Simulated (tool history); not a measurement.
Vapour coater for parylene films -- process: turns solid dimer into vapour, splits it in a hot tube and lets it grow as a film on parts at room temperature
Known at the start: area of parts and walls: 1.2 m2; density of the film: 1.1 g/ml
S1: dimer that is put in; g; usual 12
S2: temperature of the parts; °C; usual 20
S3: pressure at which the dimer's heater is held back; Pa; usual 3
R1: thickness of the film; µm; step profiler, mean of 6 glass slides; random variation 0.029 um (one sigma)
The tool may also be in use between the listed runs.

run   hour  S1  S2     S3    R1
  1      0  12  20      3  5.19
  2   10.4  12  20      3  5.18
  3   23.1  16  20      3  6.85
  4   36.7  12  20      3  5.17
  5   54.4  12  20   7.49  4.75
  6   66.1  12  20   7.49  4.72
  7   74.5  12  20   7.49  4.72
  8     87  12  15      3  5.61
  9  102.3  12  15      3  5.62
 10  117.9  12  20      3  5.24
 11    128  12  20   7.79  4.74
 12  138.5  12  20      3  5.25
 13  147.8  12  20      3   5.2
 14  156.1  12  20      3  5.23
 15  171.3  12  20      3  5.17
 16  187.2  12  20      3  5.19
 17  196.5  15  20      3   6.5
 18  207.2  12  20      3  5.24
     224.8  -- trap's valve overhauled
 19  227.2  12  20      3  5.25
 20  238.4  12  20      3  5.24
 21    248  12  20      3  5.29
 22  258.3  12  20   2.87  5.31
 23  269.9  12  20   2.87  5.32
 24    282  17  20      3  7.41
 25  296.7  18  17      3  8.28
 26  306.9  18  15   6.12  7.94
 27  321.3  18  15   8.83  7.57
 28  329.9  12  19      3  5.39
 29  342.1  19  27      3  7.53
 30  360.1  12  26   5.24  4.57
 31  375.1   7  31    2.3  2.68
 32  382.9  12  22   5.41  4.79
 33  397.2   5  23   2.81  2.13
 34  405.4   7  23   2.81  2.99
 35  417.4  12  16      3  5.69
 36  425.2  22  20   2.79  9.84
 37  439.2  22  12   9.81  9.68
 38  448.8  12  12      3  5.99
 39  463.8  12  16      3  5.64
 40  477.5   7  13  11.09  3.01
 41    488  14  32   2.15  5.41
     496.8  -- gauge calibrated
 42  505.3  14  32   2.15  5.19
 43  523.4  14  32   2.15  5.18
 44  534.4  15  20   8.34  5.81
 45  550.3  19  28   8.34  6.54
 46    564  19  28   8.34  6.57

What if the next run were any one of these 3? Each begins from the tool's condition after run 46:
  A  574.6   9  21   2.1   ?
  B  574.6   8  30  2.03   ?
  C  574.6   8  24  8.24   ?

run    R1
  A  3.99
  B  3.11
  C  2.96
Without the tool's hidden state the same runs would have given:
run    R1
  A  3.98
  B  3.11
  C  2.95
